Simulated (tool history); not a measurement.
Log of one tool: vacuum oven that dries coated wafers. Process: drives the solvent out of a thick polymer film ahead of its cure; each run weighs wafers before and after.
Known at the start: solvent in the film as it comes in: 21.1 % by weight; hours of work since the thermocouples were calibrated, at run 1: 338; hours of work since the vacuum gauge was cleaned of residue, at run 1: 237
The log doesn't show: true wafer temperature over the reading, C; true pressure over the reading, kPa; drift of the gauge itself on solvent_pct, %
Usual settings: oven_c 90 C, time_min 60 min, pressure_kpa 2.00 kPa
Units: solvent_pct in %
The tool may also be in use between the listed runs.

| run | day | oven_c | time_min | pressure_kpa | hours of work since the thermocouples were calibrated | hours of work since the vacuum gauge was cleaned of residue | solvent_pct |
|---|---|---|---|---|---|---|---|
| 1 | 0.000 | 90 | 60 | 2.00 | 338 | 237 | 1.09 |
| 2 | 0.638 | 76 | 60 | 2.00 | 346 | 245 | 3.30 |
| 3 | 1.196 | 90 | 60 | 5.08 | 353 | 252 | 1.71 |
| 4 | 1.508 | 90 | 60 | 5.08 | 357 | 256 | 1.80 |
| 5 | 1.925 | 90 | 40 | 2.00 | 362 | 261 | 2.22 |
| 6 | 2.404 | 90 | 40 | 2.00 | 368 | 267 | 2.29 |
| 7 | 2.867 | 90 | 40 | 2.00 | 374 | 273 | 2.20 |
| 8 | 3.479 | 90 | 40 | 2.00 | 382 | 280 | 2.28 |
| 9 | 3.808 | 90 | 60 | 2.12 | 386 | 284 | 1.09 |
| 10 | 4.292 | 90 | 60 | 2.00 | 392 | 290 | 1.06 |
| 11 | 4.779 | 90 | 60 | 2.00 | 398 | 297 | 1.01 |
| 12 | 5.271 | 90 | 60 | 2.00 | 404 | 303 | 1.11 |
| 13 | 5.654 | 90 | 60 | 2.00 | 409 | 307 | 1.13 |
| 14 | 5.979 | 90 | 60 | 2.00 | 413 | 311 | 1.06 |
| 15 | 6.396 | 90 | 60 | 2.00 | 418 | 317 | 1.10 |
| 16 | 7.042 | 90 | 60 | 2.00 | 426 | 325 | 1.14 |
| 17 | 7.383 | 90 | 60 | 2.00 | 431 | 329 | 1.09 |
| 18 | 7.950 | 90 | 60 | 2.00 | 438 | 336 | 1.08 |
| 19 | 8.679 | 90 | 60 | 2.00 | 447 | 345 | 1.04 |
| 20 | 9.038 | 90 | 60 | 2.00 | 451 | 350 | 1.09 |
| 21 | 9.550 | 90 | 42 | 3.21 | 458 | 356 | 2.37 |
| 22 | 10.250 | 84 | 60 | 2.00 | 466 | 365 | 1.80 |
| 23 | 10.833 | 99 | 106 | 4.87 | 474 | 372 | 0.95 |
| 24 | 11.208 | 95 | 38 | 1.58 | 478 | 377 | 1.49 |
| 25 | 11.767 | 97 | 105 | 3.21 | 485 | 384 | 0.67 |
| 26 | 12.425 | 90 | 36 | 2.47 | 493 | 392 | 2.77 |
| 27 | 12.962 | 90 | 36 | 2.47 | 500 | 399 | 2.86 |
| 28 | 13.650 | 90 | 34 | 5.03 | 509 | 407 | 3.74 |
| 29 | 14.017 | 90 | 60 | 1.07 | 513 | 412 | 0.83 |
| 30 | 14.388 | 79 | 70 | 2.55 | 518 | 417 | 2.34 |
| 31 | 14.717 | 79 | 70 | 2.55 | 522 | 421 | 2.31 |
| 32 | 15.454 | 79 | 70 | 2.55 | 531 | 430 | 2.37 |
| 33 | 15.762 | 77 | 96 | 2.55 | 535 | 434 | 1.80 |
| 34 | 16.358 | 77 | 96 | 2.55 | 543 | 441 | 1.79 |
| 35 | 16.950 | 77 | 96 | 2.55 | 550 | 449 | 1.73 |
| 36 | 17.479 | 80 | 90 | 3.89 | 557 | 455 | 1.94 |
| 37 | 17.962 | 80 | 90 | 3.89 | 563 | 461 | 1.99 |
| 38 | 18.671 | 80 | 90 | 3.89 | 572 | 470 | 2.09 |
| 39 | 19.150 | 80 | 90 | 3.89 | 578 | 476 | 2.03 |

Forecast each of these 4 alternatives for the next run:
| A | 19.792 | 97 | 42 | 4.60 | 586 | 484 | ? |
| B | 19.792 | 77 | 60 | 5.58 | 586 | 484 | ? |
| C | 19.792 | 80 | 90 | 3.53 | 586 | 484 | ? |
| D | 19.792 | 90 | 60 | 1.91 | 586 | 484 | ? |

| run | solvent_pct |
|---|---|
| A | 1.62 |
| B | 4.51 |
| C | 1.89 |
| D | 1.14 |
Without the tool's hidden state the same runs would have given:
| run | solvent_pct |
|---|---|
| A | 1.50 |
| B | 4.25 |
| C | 1.75 |
| D | 1.04 |
